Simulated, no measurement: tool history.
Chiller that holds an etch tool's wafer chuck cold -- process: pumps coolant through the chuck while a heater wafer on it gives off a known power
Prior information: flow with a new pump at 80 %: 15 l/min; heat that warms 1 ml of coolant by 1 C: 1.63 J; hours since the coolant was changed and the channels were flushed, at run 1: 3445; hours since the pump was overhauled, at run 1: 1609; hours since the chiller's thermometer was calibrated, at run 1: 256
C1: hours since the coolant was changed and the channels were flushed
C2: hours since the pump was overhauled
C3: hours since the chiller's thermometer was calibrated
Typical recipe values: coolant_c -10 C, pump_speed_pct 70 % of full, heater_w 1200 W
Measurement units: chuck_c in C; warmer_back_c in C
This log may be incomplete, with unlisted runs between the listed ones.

{"run": 1, "hour": 0.0, "coolant_c": -10, "pump_speed_pct": 70, "heater_w": 1200, "C1": 3445, "C2": 1609, "C3": 256, "chuck_c": 6.9, "warmer_back_c": 3.44}
{"run": 2, "hour": 141.5, "coolant_c": -10, "pump_speed_pct": 70, "heater_w": 1200, "C1": 3587, "C2": 1751, "C3": 397, "chuck_c": 7.2, "warmer_back_c": 3.52}
{"run": 3, "hour": 222.2, "coolant_c": -10, "pump_speed_pct": 70, "heater_w": 1200, "C1": 3668, "C2": 1831, "C3": 478, "chuck_c": 7.1, "warmer_back_c": 3.52}
{"run": 4, "hour": 344.9, "coolant_c": -10, "pump_speed_pct": 70, "heater_w": 1200, "C1": 3790, "C2": 1954, "C3": 601, "chuck_c": 7.2, "warmer_back_c": 3.57}
{"run": 5, "hour": 410.0, "coolant_c": -10, "pump_speed_pct": 62, "heater_w": 1200, "C1": 3855, "C2": 2019, "C3": 666, "chuck_c": 8.7, "warmer_back_c": 4.02}
{"run": 6, "hour": 482.0, "coolant_c": -10, "pump_speed_pct": 62, "heater_w": 1200, "C1": 3927, "C2": 2091, "C3": 738, "chuck_c": 8.8, "warmer_back_c": 3.98}
{"hour": 527.5, "done": "coolant changed, channels flushed"}
{"run": 7, "hour": 625.1, "coolant_c": -10, "pump_speed_pct": 62, "heater_w": 1200, "C1": 98, "C2": 2228, "C3": 875, "chuck_c": 6.6, "warmer_back_c": 3.98}
{"run": 8, "hour": 742.3, "coolant_c": -10, "pump_speed_pct": 62, "heater_w": 1200, "C1": 215, "C2": 2345, "C3": 992, "chuck_c": 7, "warmer_back_c": 4.03}
{"run": 9, "hour": 853.6, "coolant_c": -14, "pump_speed_pct": 62, "heater_w": 1200, "C1": 326, "C2": 2457, "C3": 1104, "chuck_c": 2.8, "warmer_back_c": 4.05}
{"run": 10, "hour": 990.8, "coolant_c": -14, "pump_speed_pct": 62, "heater_w": 1200, "C1": 463, "C2": 2594, "C3": 1241, "chuck_c": 2.7, "warmer_back_c": 4.07}
{"run": 11, "hour": 1086.3, "coolant_c": -14, "pump_speed_pct": 62, "heater_w": 1200, "C1": 559, "C2": 2689, "C3": 1336, "chuck_c": 3, "warmer_back_c": 4.04}
{"run": 12, "hour": 1196.3, "coolant_c": -14, "pump_speed_pct": 62, "heater_w": 1200, "C1": 669, "C2": 2799, "C3": 1446, "chuck_c": 3.2, "warmer_back_c": 4.03}
{"run": 13, "hour": 1285.2, "coolant_c": -6, "pump_speed_pct": 62, "heater_w": 1200, "C1": 758, "C2": 2888, "C3": 1535, "chuck_c": 11.2, "warmer_back_c": 4.07}
{"run": 14, "hour": 1367.6, "coolant_c": -10, "pump_speed_pct": 70, "heater_w": 1200, "C1": 840, "C2": 2971, "C3": 1618, "chuck_c": 6, "warmer_back_c": 3.57}
{"run": 15, "hour": 1508.0, "coolant_c": -10, "pump_speed_pct": 70, "heater_w": 1200, "C1": 980, "C2": 3111, "C3": 1758, "chuck_c": 6, "warmer_back_c": 3.59}
{"run": 16, "hour": 1604.2, "coolant_c": -10, "pump_speed_pct": 70, "heater_w": 1200, "C1": 1077, "C2": 3207, "C3": 1854, "chuck_c": 6.2, "warmer_back_c": 3.64}
{"run": 17, "hour": 1697.3, "coolant_c": -13, "pump_speed_pct": 78, "heater_w": 1290, "C1": 1170, "C2": 3300, "C3": 1947, "chuck_c": 3.2, "warmer_back_c": 3.52}
{"run": 18, "hour": 1760.4, "coolant_c": -10, "pump_speed_pct": 89, "heater_w": 1080, "C1": 1233, "C2": 3364, "C3": 2010, "chuck_c": 2.4, "warmer_back_c": 2.59}
{"run": 19, "hour": 1910.6, "coolant_c": -10, "pump_speed_pct": 89, "heater_w": 720, "C1": 1383, "C2": 3514, "C3": 2160, "chuck_c": -1.2, "warmer_back_c": 1.67}
{"hour": 1991.4, "done": "chiller's thermometer calibrated"}
{"run": 20, "hour": 2013.8, "coolant_c": -2, "pump_speed_pct": 70, "heater_w": 1200, "C1": 1485, "C2": 3616, "C3": 22, "chuck_c": 14.2, "warmer_back_c": 3.69}

Run 21 comes next. What will it give?
{"run": 21, "hour": 2074.3, "coolant_c": -10, "pump_speed_pct": 73, "heater_w": 1032, "C1": 1546, "C2": 3676, "C3": 83, "chuck_c": "?", "warmer_back_c": "?"}

Run 21 gave chuck_c 3.5 C, warmer_back_c 3.04 C.
Without the tool's hidden state the same run would have given chuck_c 2.1 C, warmer_back_c 2.8 C.
